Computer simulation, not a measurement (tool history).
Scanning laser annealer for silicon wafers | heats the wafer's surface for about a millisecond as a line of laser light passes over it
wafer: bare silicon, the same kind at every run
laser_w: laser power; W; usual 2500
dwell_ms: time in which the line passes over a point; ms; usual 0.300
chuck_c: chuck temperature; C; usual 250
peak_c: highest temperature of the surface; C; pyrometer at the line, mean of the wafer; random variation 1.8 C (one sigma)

run   hour  laser_w  dwell_ms  chuck_c  peak_c
  1    0.0     2500     0.300      250     928
  2   12.6     2500     0.300      250     925
  3   26.4     2500     0.300      250     923
  4   40.9     2500     0.300      250     927
  5   53.1     2500     0.300      250     928
  6   64.8     2500     0.229      250     847
  7   74.1     2461     0.229      250     837
  8   87.8     2461     0.229      250     839
  9   98.6     2500     0.300      259     932
 10  107.7     2500     0.221      220     810
 11  116.8     2734     0.257      219     928
 12  127.5     2734     0.257      219     928
 13  137.7     2257     0.290      218     799
 14  146.7     2257     0.212      221     724

4 ways to go on from here, each from the tool as it stands after run 14. What would each give?
  A  157.9     2598     0.361      211       ?
  B  157.9     2545     0.319      266       ?
  C  157.9     2257     0.212      232       ?
  D  157.9     2257     0.246      289       ?

run  peak_c
  A     980
  B     977
  C     737
  D     826
Without the tool's hidden state the same runs would have given:
run  peak_c
  A    1013
  B    1007
  C     759
  D     849
